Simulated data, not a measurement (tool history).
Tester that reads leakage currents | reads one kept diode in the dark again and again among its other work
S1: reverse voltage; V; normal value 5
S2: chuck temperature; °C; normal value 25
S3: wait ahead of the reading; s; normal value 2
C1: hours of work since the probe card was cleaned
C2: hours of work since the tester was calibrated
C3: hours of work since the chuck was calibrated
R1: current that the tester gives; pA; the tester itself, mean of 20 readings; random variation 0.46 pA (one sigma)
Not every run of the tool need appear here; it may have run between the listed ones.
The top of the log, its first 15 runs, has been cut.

Run 16, hour 2815.1: usual settings but S2 30 °C; C1 2103; C2 4290; C3 1448. Result: R1 240.07 pA.
Run 17, hour 3090: usual settings but S2 30 °C, S3 6.24 s; C1 2298; C2 4485; C3 1643. Result: R1 239.21 pA.
Run 18, hour 3306.8: usual settings but S2 30 °C, S3 6.24 s; C1 2451; C2 4638; C3 1796. Result: R1 240.93 pA.
At hour 3486.7: chuck's temperature calibrated.
Run 19, hour 3534.7: usual settings but S2 30 °C, S3 6.24 s; C1 2611; C2 4798; C3 34. Result: R1 240.66 pA.
Run 20, hour 3812: usual settings but S2 30 °C, S3 6.24 s; C1 2807; C2 4995; C3 230. Result: R1 240.7 pA.
Run 21, hour 3938.1: usual settings but S2 30 °C, S3 6.24 s; C1 2896; C2 5084; C3 320. Result: R1 240.18 pA.
Run 22, hour 4185.6: usual settings but S1 15.77 V, S3 1.69 s; C1 3072; C2 5259; C3 495. Result: R1 226 pA.
At hour 4228: tester calibrated.
Run 23, hour 4313.8: usual settings but S2 21 °C; C1 3161; C2 61; C3 584. Result: R1 102.9 pA.
Run 24, hour 4557.5: usual settings but S1 3.62 V, S3 1.57 s; C1 3334; C2 233; C3 757. Result: R1 134.61 pA.
Run 25, hour 4747.7: usual settings but S1 3.62 V, S2 38 °C, S3 0.7 s; C1 3468; C2 368; C3 891. Result: R1 440.65 pA.
Run 26, hour 4959.4: usual settings but S1 3.08 V, S2 36 °C, S3 4.32 s; C1 3618; C2 518; C3 1041. Result: R1 347.39 pA.
At hour 5036.9: probe card cleaned and baked.
Run 27, hour 5223.8: usual settings but S2 34 °C, S3 1.7 s; C1 132; C2 703; C3 1226. Result: R1 346.8 pA.
Run 28, hour 5345.6: usual settings but S1 15.61 V, S2 23 °C, S3 0.47 s; C1 219; C2 789; C3 1312. Result: R1 188.33 pA.
Run 29, hour 5487.3: usual settings but S1 2.24 V, S2 45 °C, S3 1.33 s; C1 319; C2 889; C3 1413. Result: R1 672.45 pA.
Run 30, hour 5694.1: usual settings but S1 2.24 V, S2 45 °C, S3 1.33 s; C1 465; C2 1036; C3 1559. Result: R1 671.51 pA.
Run 31, hour 5894.6: usual settings but S1 2.24 V, S2 45 °C, S3 1.33 s; C1 607; C2 1178; C3 1701. Result: R1 670.83 pA.
Run 32, hour 6050.8: usual settings but S1 11.05 V, S3 0.54 s; C1 718; C2 1288; C3 1811. Result: R1 201.52 pA.
At hour 6191.5: chuck's temperature calibrated.
Run 33, hour 6263.8: usual settings but S1 11.05 V, S3 0.54 s; C1 867; C2 1437; C3 51. Result: R1 199.8 pA.
Run 34, hour 6383.4: usual settings but S1 11.05 V, S3 3.95 s; C1 952; C2 1522; C3 136. Result: R1 199.45 pA.
Run 35, hour 6616.5: usual settings but S1 11.05 V, S2 55 °C, S3 9.78 s; C1 1117; C2 1687; C3 301. Result: R1 2634.53 pA.
Run 36, hour 6751.7: usual settings but S1 11.05 V, S2 54 °C, S3 1.8 s; C1 1212; C2 1783; C3 397. Result: R1 2432.56 pA.
Run 37, hour 7032.8: usual settings but S2 41 °C; C1 1411; C2 1982; C3 596. Result: R1 632.74 pA.
Run 38, hour 7291.6: usual settings but S2 29 °C, S3 7.03 s; C1 1595; C2 2165; C3 779. Result: R1 219.47 pA.
Run 39, hour 7415.2: usual settings but S1 18.66 V, S2 24 °C, S3 1.51 s; C1 1682; C2 2253; C3 866. Result: R1 218.11 pA.
Run 40, hour 7561.8: usual settings but S1 3.06 V, S2 47 °C, S3 1.1 s; C1 1786; C2 2356; C3 970. Result: R1 884.11 pA.

Forecast each of these 3 alternatives for the next run:
Run A, hour 7817.6: usual settings but S1 14.19 V, S2 48 °C, S3 1.67 s; C1 1967; C2 2537; C3 1151. Result: R1 ?.
Run B, hour 7817.6: usual settings but S1 2.87 V, S2 37 °C, S3 5.15 s; C1 1967; C2 2537; C3 1151. Result: R1 ?.
Run C, hour 7817.6: usual settings but S1 3.48 V, S2 32 °C, S3 5.68 s; C1 1967; C2 2537; C3 1151. Result: R1 ?.

run       R1
  A  1640.85
  B   371.53
  C   254.58
With the hidden condition removed and each run's random variation left untouched, the same runs would have given:
run       R1
  A  1639.77
  B   371.27
  C   254.38

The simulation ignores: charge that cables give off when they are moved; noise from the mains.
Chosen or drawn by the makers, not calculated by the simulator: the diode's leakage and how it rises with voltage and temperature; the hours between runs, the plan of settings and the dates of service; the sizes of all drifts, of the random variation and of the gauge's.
